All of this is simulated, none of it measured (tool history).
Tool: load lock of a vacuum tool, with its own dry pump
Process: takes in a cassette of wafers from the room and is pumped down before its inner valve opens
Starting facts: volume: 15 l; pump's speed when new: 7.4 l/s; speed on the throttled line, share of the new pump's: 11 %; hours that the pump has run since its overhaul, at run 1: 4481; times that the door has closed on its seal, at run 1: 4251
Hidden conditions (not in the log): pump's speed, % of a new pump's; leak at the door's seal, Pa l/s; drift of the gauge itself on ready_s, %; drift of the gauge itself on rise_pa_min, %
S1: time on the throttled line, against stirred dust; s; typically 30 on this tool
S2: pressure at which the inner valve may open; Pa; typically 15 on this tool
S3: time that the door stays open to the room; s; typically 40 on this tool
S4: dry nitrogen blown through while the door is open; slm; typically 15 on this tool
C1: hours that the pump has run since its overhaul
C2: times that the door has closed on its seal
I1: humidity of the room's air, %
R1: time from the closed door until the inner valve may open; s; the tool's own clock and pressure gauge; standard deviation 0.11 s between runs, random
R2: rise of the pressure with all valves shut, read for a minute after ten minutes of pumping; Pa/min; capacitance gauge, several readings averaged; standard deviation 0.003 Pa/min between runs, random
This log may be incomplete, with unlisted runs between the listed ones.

run 1 hour=0 | S1=30 S2=15 S3=40 S4=15 | C1=4481 C2=4251 | I1=45.3 | R1=44.8 R2=0.035
run 2 hour=93.3 | S1=30 S2=15 S3=238 S4=15 | C1=4575 C2=4413 | I1=45.5 | R1=44.8 R2=0.042
run 3 hour=142 | S1=30 S2=15 S3=238 S4=15 | C1=4623 C2=4497 | I1=45.5 | R1=44.8 R2=0.048
run 4 hour=196.3 | S1=30 S2=15 S3=238 S4=15 | C1=4677 C2=4591 | I1=44.2 | R1=45 R2=0.041
run 5 hour=274.6 | S1=30 S2=15 S3=238 S4=15 | C1=4756 C2=4727 | I1=49.7 | R1=45 R2=0.053
run 6 hour=348.6 | S1=30 S2=15 S3=238 S4=15 | C1=4830 C2=4855 | I1=45.1 | R1=44.8 R2=0.046
run 7 hour=395.8 | S1=30 S2=15 S3=238 S4=15 | C1=4877 C2=4937 | I1=45.6 | R1=44.7 R2=0.053
run 8 hour=465 | S1=30 S2=15 S3=40 S4=15 | C1=4946 C2=5057 | I1=45.2 | R1=45 R2=0.039
run 9 hour=511.7 | S1=30 S2=15 S3=40 S4=15 | C1=4993 C2=5138 | I1=47 | R1=44.9 R2=0.037
run 10 hour=564.4 | S1=30 S2=16 S3=40 S4=15 | C1=5046 C2=5229 | I1=44.7 | R1=44.7 R2=0.043
run 11 hour=621.7 | S1=30 S2=16 S3=40 S4=15 | C1=5103 C2=5329 | I1=39.5 | R1=44.7 R2=0.039
run 12 hour=673.2 | S1=30 S2=16 S3=40 S4=15 | C1=5154 C2=5418 | I1=46.8 | R1=44.7 R2=0.037
run 13 hour=728.5 | S1=30 S2=15 S3=40 S4=15 | C1=5210 C2=5514 | I1=41.4 | R1=44.9 R2=0.044
run 14 hour=802.5 | S1=30 S2=15 S3=40 S4=15 | C1=5284 C2=5642 | I1=41.2 | R1=45 R2=0.043
run 15 hour=876.7 | S1=30 S2=15 S3=65 S4=15 | C1=5358 C2=5770 | I1=42.9 | R1=44.8 R2=0.042
run 16 hour=932 | S1=30 S2=15 S3=40 S4=12 | C1=5413 C2=5866 | I1=50 | R1=44.9 R2=0.047
run 17 hour=982.2 | S1=30 S2=15 S3=58 S4=12 | C1=5463 C2=5953 | I1=45.1 | R1=45 R2=0.038
run 18 hour=1061.2 | S1=30 S2=15 S3=58 S4=12 | C1=5542 C2=6090 | I1=45.4 | R1=45 R2=0.038
run 19 hour=1110.7 | S1=30 S2=15 S3=58 S4=12 | C1=5592 C2=6176 | I1=44.5 | R1=44.8 R2=0.051
run 20 hour=1160.2 | S1=28 S2=15 S3=40 S4=4 | C1=5641 C2=6262 | I1=45.1 | R1=43.1 R2=0.057
run 21 hour=1218.7 | S1=27 S2=15 S3=40 S4=22 | C1=5700 C2=6363 | I1=47.1 | R1=42.4 R2=0.04
run 22 hour=1311.7 | S1=57 S2=27 S3=44 S4=11 | C1=5793 C2=6524 | I1=41.5 | R1=67.7 R2=0.048
run 23 hour=1354.2 | S1=30 S2=13 S3=55 S4=37 | C1=5835 C2=6598 | I1=43.2 | R1=45.4 R2=0.04
run 24 hour=1409.8 | S1=53 S2=15 S3=177 S4=15 | C1=5891 C2=6694 | I1=43.9 | R1=65.3 R2=0.052
run 25 hour=1491.6 | S1=30 S2=15 S3=49 S4=15 | C1=5973 C2=6836 | I1=42.7 | R1=45.1 R2=0.048
run 26 hour=1549.8 | S1=30 S2=30 S3=40 S4=17 | C1=6031 C2=6937 | I1=43 | R1=43.7 R2=0.043
run 27 hour=1639.7 | S1=22 S2=15 S3=40 S4=5 | C1=6121 C2=7093 | I1=45.8 | R1=37.8 R2=0.058
run 28 hour=1726.6 | S1=35 S2=15 S3=40 S4=11 | C1=6208 C2=7243 | I1=45.3 | R1=49.4 R2=0.054
run 29 hour=1811.1 | S1=35 S2=15 S3=40 S4=11 | C1=6292 C2=7390 | I1=46.8 | R1=49.4 R2=0.051
run 30 hour=1894.7 | S1=55 S2=15 S3=40 S4=29 | C1=6376 C2=7534 | I1=43 | R1=66.9 R2=0.04
run 31 hour=1939.1 | S1=55 S2=15 S3=40 S4=29 | C1=6420 C2=7611 | I1=44.9 | R1=67.2 R2=0.045
run 32 hour=1989 | S1=55 S2=15 S3=79 S4=29 | C1=6470 C2=7698 | I1=46.4 | R1=67.5 R2=0.048
run 33 hour=2052.1 | S1=56 S2=15 S3=117 S4=29 | C1=6533 C2=7807 | I1=46.8 | R1=68.1 R2=0.051
run 34 hour=2119.1 | S1=56 S2=15 S3=150 S4=5 | C1=6600 C2=7923 | I1=43.2 | R1=68.2 R2=0.072
run 35 hour=2161.5 | S1=56 S2=15 S3=150 S4=5 | C1=6643 C2=7997 | I1=43.3 | R1=68.2 R2=0.072
run 36 hour=2255.7 | S1=58 S2=22 S3=215 S4=4 | C1=6737 C2=8160 | I1=48.4 | R1=68.9 R2=0.091
run 37 hour=2314.7 | S1=30 S2=15 S3=57 S4=5 | C1=6796 C2=8262 | I1=43.6 | R1=45.2 R2=0.059
run 38 hour=2401.8 | S1=30 S2=15 S3=57 S4=5 | C1=6883 C2=8413 | I1=44.6 | R1=44.8 R2=0.074

For each run, the measured value with the value that run would have given without the tool's hidden condition subtracted. The run-to-run variation is shared by both, the gauge scatter possibly not:
run=1 R1=+0.2 R2=+0.015
run=2 R1=+0.2 R2=+0.016
run=3 R1=+0.2 R2=+0.015
run=4 R1=+0.2 R2=+0.016
run=5 R1=+0.2 R2=+0.017
run=6 R1=+0.2 R2=+0.017
run=7 R1=+0.2 R2=+0.017
run=8 R1=+0.2 R2=+0.018
run=9 R1=+0.3 R2=+0.018
run=10 R1=+0.3 R2=+0.018
run=11 R1=+0.3 R2=+0.019
run=12 R1=+0.2 R2=+0.019
run=13 R1=+0.3 R2=+0.019
run=14 R1=+0.3 R2=+0.02
run=15 R1=+0.3 R2=+0.02
run=16 R1=+0.3 R2=+0.02
run=17 R1=+0.3 R2=+0.02
run=18 R1=+0.3 R2=+0.021
run=19 R1=+0.3 R2=+0.022
run=20 R1=+0.3 R2=+0.022
run=21 R1=+0.3 R2=+0.023
run=22 R1=+0.3 R2=+0.022
run=23 R1=+0.3 R2=+0.023
run=24 R1=+0.3 R2=+0.024
run=25 R1=+0.3 R2=+0.024
run=26 R1=+0.3 R2=+0.024
run=27 R1=+0.4 R2=+0.025
run=28 R1=+0.3 R2=+0.026
run=29 R1=+0.3 R2=+0.026
run=30 R1=+0.3 R2=+0.027
run=31 R1=+0.3 R2=+0.028
run=32 R1=+0.3 R2=+0.028
run=33 R1=+0.3 R2=+0.029
run=34 R1=+0.3 R2=+0.029
run=35 R1=+0.3 R2=+0.029
run=36 R1=+0.3 R2=+0.03
run=37 R1=+0.4 R2=+0.03
run=38 R1=+0.4 R2=+0.031
